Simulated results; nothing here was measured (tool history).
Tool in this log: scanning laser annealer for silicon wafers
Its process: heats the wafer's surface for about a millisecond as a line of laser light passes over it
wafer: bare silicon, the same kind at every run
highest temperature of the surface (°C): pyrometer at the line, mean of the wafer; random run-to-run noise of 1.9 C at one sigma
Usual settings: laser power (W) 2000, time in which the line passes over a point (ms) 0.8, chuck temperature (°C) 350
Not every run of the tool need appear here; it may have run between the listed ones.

run   hour  laser power (W)  time in which the line passes over a point (ms)  chuck temperature (°C)  highest temperature of the surface (°C)
  1      0             2000                                              0.8                     350                                     1055
  2     18             2000                                              0.8                     350                                     1055
  3   54.2             2000                                            0.678                     350                                     1000
  4   83.3             2000                                            0.678                     350                                      998
  5  111.5             2000                                            0.941                     350                                     1117
     120.6  -- window over the wafer cleaned
  6  142.7             1719                                              0.8                     350                                      937
  7  175.5             1719                                              0.8                     350                                      941
  8  207.2             2032                                              0.8                     383                                     1123
  9    225             2036                                              0.8                     350                                     1088
 10  257.6             1974                                            0.632                     380                                     1004
 11  292.9             2134                                            0.806                     350                                     1134
 12  318.8             1721                                            0.806                     350                                      941
 13  348.6             1936                                            0.667                     374                                      998
 14  373.6             1969                                            0.775                     383                                     1074

5 options for the next run, each taken on its own from the tool as it stands now. Forecast them:
  A  391.9             2038                                            0.814                     316                                        ?
  B  391.9             1969                                            0.775                     375                                        ?
  C  391.9             1824                                            0.625                     312                                        ?
  D  391.9             1743                                            0.886                     367                                        ?
  E  391.9             2082                                             0.71                     389                                        ?

run  highest temperature of the surface (°C)
  A                                     1056
  B                                     1064
  C                                      865
  D                                      993
  E                                     1098
Without the tool's hidden state the same runs would have given:
run  highest temperature of the surface (°C)
  A                                     1089
  B                                     1095
  C                                      890
  D                                     1021
  E                                     1130
